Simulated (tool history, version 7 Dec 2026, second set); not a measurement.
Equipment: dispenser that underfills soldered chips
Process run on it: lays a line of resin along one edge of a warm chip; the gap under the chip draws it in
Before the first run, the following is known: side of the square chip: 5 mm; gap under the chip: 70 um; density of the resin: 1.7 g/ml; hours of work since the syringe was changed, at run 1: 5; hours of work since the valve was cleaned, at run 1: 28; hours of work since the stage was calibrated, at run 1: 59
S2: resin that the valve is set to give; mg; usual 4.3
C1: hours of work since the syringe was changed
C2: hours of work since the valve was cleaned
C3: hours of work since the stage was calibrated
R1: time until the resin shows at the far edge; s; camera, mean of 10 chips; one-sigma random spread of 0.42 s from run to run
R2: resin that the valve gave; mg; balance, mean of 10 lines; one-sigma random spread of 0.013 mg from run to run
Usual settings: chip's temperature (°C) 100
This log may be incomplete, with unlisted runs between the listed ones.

run 1 day=0 | chip's_temperature_(°C)=100 S2=4.3 | C1=5 C2=28 C3=59 | R1=39.2 R2=4.28
run 2 day=0.179 | chip's_temperature_(°C)=100 S2=4.3 | C1=9 C2=31 C3=62 | R1=47.2 R2=4.24
-- day=0.296 new syringe of resin
run 3 day=0.329 | chip's_temperature_(°C)=100 S2=4.3 | C1=1 C2=34 C3=64 | R1=29.9 R2=4.27
run 4 day=0.433 | chip's_temperature_(°C)=100 S2=4.3 | C1=2 C2=36 C3=66 | R1=32.8 R2=4.25
run 5 day=0.575 | chip's_temperature_(°C)=100 S2=4.3 | C1=5 C2=38 C3=69 | R1=38.7 R2=4.25
run 6 day=0.704 | chip's_temperature_(°C)=100 S2=4.3 | C1=7 C2=41 C3=71 | R1=43.3 R2=4.25
run 7 day=0.862 | chip's_temperature_(°C)=85 S2=4.3 | C1=10 C2=43 C3=74 | R1=89.2 R2=4.24
-- day=0.892 new syringe of resin
run 8 day=1.054 | chip's_temperature_(°C)=96 S2=4.3 | C1=3 C2=47 C3=77 | R1=39.5 R2=4.22
run 9 day=1.229 | chip's_temperature_(°C)=96 S2=4.3 | C1=6 C2=50 C3=80 | R1=46.6 R2=4.23
run 10 day=1.317 | chip's_temperature_(°C)=114 S2=4.3 | C1=8 C2=51 C3=82 | R1=27.4 R2=4.24
-- day=1.479 new syringe of resin
run 11 day=1.492 | chip's_temperature_(°C)=114 S2=4.3 | C1=0 C2=54 C3=85 | R1=18.8 R2=4.23
run 12 day=1.596 | chip's_temperature_(°C)=100 S2=4.3 | C1=2 C2=56 C3=87 | R1=33.1 R2=4.22
run 13 day=1.75 | chip's_temperature_(°C)=100 S2=4.3 | C1=5 C2=59 C3=89 | R1=38.4 R2=4.21
run 14 day=1.875 | chip's_temperature_(°C)=100 S2=4.3 | C1=7 C2=61 C3=92 | R1=43.1 R2=4.23
run 15 day=1.967 | chip's_temperature_(°C)=100 S2=4.3 | C1=9 C2=63 C3=93 | R1=47.8 R2=4.22
-- day=2.075 new syringe of resin
run 16 day=2.1 | chip's_temperature_(°C)=100 S2=4.77 | C1=0 C2=65 C3=95 | R1=29.1 R2=4.66
run 17 day=2.2 | chip's_temperature_(°C)=100 S2=4.3 | C1=2 C2=67 C3=97 | R1=33.4 R2=4.17
run 18 day=2.392 | chip's_temperature_(°C)=100 S2=4.3 | C1=6 C2=70 C3=101 | R1=40.4 R2=4.21
run 19 day=2.517 | chip's_temperature_(°C)=86 S2=4.86 | C1=8 C2=72 C3=103 | R1=74.8 R2=4.75
-- day=2.662 new syringe of resin
run 20 day=2.725 | chip's_temperature_(°C)=98 S2=3.87 | C1=1 C2=76 C3=106 | R1=35 R2=3.78
run 21 day=2.933 | chip's_temperature_(°C)=86 S2=3.87 | C1=5 C2=80 C3=110 | R1=67.6 R2=3.77
run 22 day=3.071 | chip's_temperature_(°C)=100 S2=4.9 | C1=7 C2=82 C3=113 | R1=43.9 R2=4.78
-- day=3.25 new syringe of resin
run 23 day=3.25 | chip's_temperature_(°C)=100 S2=4.39 | C1=0 C2=85 C3=116 | R1=29.6 R2=4.29
run 24 day=3.396 | chip's_temperature_(°C)=99 S2=3.81 | C1=3 C2=88 C3=118 | R1=36.6 R2=3.68
run 25 day=3.588 | chip's_temperature_(°C)=102 S2=5.45 | C1=6 C2=91 C3=122 | R1=37 R2=5.29
run 26 day=3.788 | chip's_temperature_(°C)=105 S2=5.59 | C1=10 C2=95 C3=125 | R1=41.4 R2=5.43
-- day=3.833 new syringe of resin
run 27 day=3.979 | chip's_temperature_(°C)=98 S2=4.31 | C1=3 C2=98 C3=128 | R1=36.1 R2=4.15
run 28 day=4.071 | chip's_temperature_(°C)=98 S2=4.31 | C1=4 C2=99 C3=130 | R1=39.2 R2=4.19
run 29 day=4.258 | chip's_temperature_(°C)=90 S2=5.56 | C1=8 C2=103 C3=133 | R1=62.1 R2=5.37
run 30 day=4.4 | chip's_temperature_(°C)=91 S2=4.74 | C1=10 C2=105 C3=136 | R1=69 R2=4.57
-- day=4.421 new syringe of resin
run 31 day=4.558 | chip's_temperature_(°C)=91 S2=4.74 | C1=2 C2=108 C3=138 | R1=45.4 R2=4.59
run 32 day=4.7 | chip's_temperature_(°C)=91 S2=4.74 | C1=5 C2=110 C3=141 | R1=51.4 R2=4.59
run 33 day=4.788 | chip's_temperature_(°C)=94 S2=4.01 | C1=7 C2=112 C3=143 | R1=53.5 R2=3.85
-- day=4.962 dispensing valve cleaned and set on the balance
-- day=5.05 new syringe of resin
run 34 day=5.054 | chip's_temperature_(°C)=94 S2=4.01 | C1=0 C2=1 C3=146 | R1=36.1 R2=4.03
run 35 day=5.212 | chip's_temperature_(°C)=90 S2=4.15 | C1=3 C2=4 C3=149 | R1=48.8 R2=4.15
run 36 day=5.392 | chip's_temperature_(°C)=90 S2=4.15 | C1=6 C2=7 C3=152 | R1=57.5 R2=4.17

5 options for the next run, each taken on its own from the tool as it stands now. Forecast them:
run A day=5.546 | chip's_temperature_(°C)=113 S2=4.3 | C1=9 C2=10 C3=155 | R1=? R2=?
run B day=5.546 | chip's_temperature_(°C)=111 S2=4.3 | C1=9 C2=10 C3=155 | R1=? R2=?
run C day=5.546 | chip's_temperature_(°C)=113 S2=4.35 | C1=9 C2=10 C3=155 | R1=? R2=?
run D day=5.546 | chip's_temperature_(°C)=110 S2=4.84 | C1=9 C2=10 C3=155 | R1=? R2=?
run E day=5.546 | chip's_temperature_(°C)=109 S2=4.36 | C1=9 C2=10 C3=155 | R1=? R2=?

run=A R1=29.6 R2=4.29
run=B R1=32.8 R2=4.29
run=C R1=29.7 R2=4.36
run=D R1=32.5 R2=4.83
run=E R1=34.9 R2=4.36
With no hidden state in the tool, these same runs would have given:
run=A R1=18.6 R2=4.29
run=B R1=20.9 R2=4.29
run=C R1=18.7 R2=4.36
run=D R1=20.5 R2=4.83
run=E R1=22.2 R2=4.36

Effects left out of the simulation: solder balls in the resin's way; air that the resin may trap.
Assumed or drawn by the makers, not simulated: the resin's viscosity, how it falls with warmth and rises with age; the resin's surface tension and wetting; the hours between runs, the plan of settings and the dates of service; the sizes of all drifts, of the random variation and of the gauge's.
